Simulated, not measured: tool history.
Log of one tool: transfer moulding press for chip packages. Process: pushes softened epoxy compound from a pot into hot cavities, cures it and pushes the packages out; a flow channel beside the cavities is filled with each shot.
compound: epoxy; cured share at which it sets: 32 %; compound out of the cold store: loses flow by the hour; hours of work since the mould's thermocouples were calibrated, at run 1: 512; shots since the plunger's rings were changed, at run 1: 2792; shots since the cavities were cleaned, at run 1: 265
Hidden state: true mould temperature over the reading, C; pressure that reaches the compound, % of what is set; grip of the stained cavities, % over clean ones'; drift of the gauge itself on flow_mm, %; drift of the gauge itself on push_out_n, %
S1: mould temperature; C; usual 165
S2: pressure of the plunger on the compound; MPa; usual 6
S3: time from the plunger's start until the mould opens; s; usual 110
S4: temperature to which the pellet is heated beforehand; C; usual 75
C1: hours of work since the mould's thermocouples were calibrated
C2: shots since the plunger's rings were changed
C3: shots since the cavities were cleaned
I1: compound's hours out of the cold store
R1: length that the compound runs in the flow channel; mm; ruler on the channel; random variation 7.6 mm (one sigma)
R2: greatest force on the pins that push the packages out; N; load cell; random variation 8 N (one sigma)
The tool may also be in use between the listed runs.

run	hour	S1	S2	S3	S4	C1	C2	C3	I1	R1	R2
1	0	165	6	110	75	512	2792	265	18.8	837	485
# hour 19.6: cavities cleaned with cleaning compound and waxed
2	24.1	165	6	110	75	527	3039	50	37.3	771	336
3	36.5	165	6	110	75	535	3174	185	30.8	778	393
4	49.5	165	6	110	75	543	3317	328	15.3	825	505
5	60.1	165	6	110	75	550	3432	443	21.6	803	523
# hour 63.3: cavities cleaned with cleaning compound and waxed
6	80.5	165	6	110	75	563	3638	188	37.1	762	416
# hour 84.6: mould's thermocouples calibrated
7	96.1	165	7.42	110	75	8	3787	337	43.9	805	495
# hour 109.4: cavities cleaned with cleaning compound and waxed
8	114.8	165	6	110	75	19	3975	59	43	737	384
9	124.1	165	6	110	75	25	4077	161	24.5	785	460
10	138.4	165	6	110	75	35	4232	316	25.1	776	519
# hour 153.7: cavities cleaned with cleaning compound and waxed
11	153.7	165	6	110	74	44	4384	0	25.6	781	332
12	175.2	165	6	110	74	58	4619	235	47.5	717	453
13	190.2	165	6	110	74	68	4783	399	27	777	538
# hour 198.1: cavities cleaned with cleaning compound and waxed
# hour 211.1: plunger's sealing rings changed
14	212.3	165	6	97	81	80	14	128	25.3	853	527
15	231.3	172	6.89	142	79	93	221	335	20.1	908	327
# hour 245.2: cavities cleaned with cleaning compound and waxed
16	253.5	172	6.89	142	79	107	448	92	29.3	857	255
17	269.9	164	4.58	106	71	117	627	271	29.8	726	542
18	287	164	4.58	106	71	129	813	457	28.7	726	626
# hour 290.2: cavities cleaned with cleaning compound and waxed
19	309.4	160	4.58	149	71	143	1041	209	21.1	758	375
20	326.2	164	6	110	73	154	1226	394	46.5	766	531
# hour 333.8: cavities cleaned with cleaning compound and waxed
21	346.8	160	6	110	73	167	1434	142	14.6	876	648
22	368.8	160	6	110	73	181	1674	382	15.2	878	786
# hour 378.2: cavities cleaned with cleaning compound and waxed
23	389	171	5.74	133	73	194	1879	118	37.1	736	256

The same runs without the tool's hidden state, with the same run-to-run variation:
run	R1	R2
1	883	345
2	818	316
3	828	305
4	881	346
5	859	331
6	818	322
7	866	322
8	795	326
9	849	343
10	841	337
11	850	333
12	783	320
13	851	332
14	854	423
15	913	208
16	865	217
17	735	374
18	738	383
19	774	276
20	784	336
21	901	516
22	907	505
23	763	211
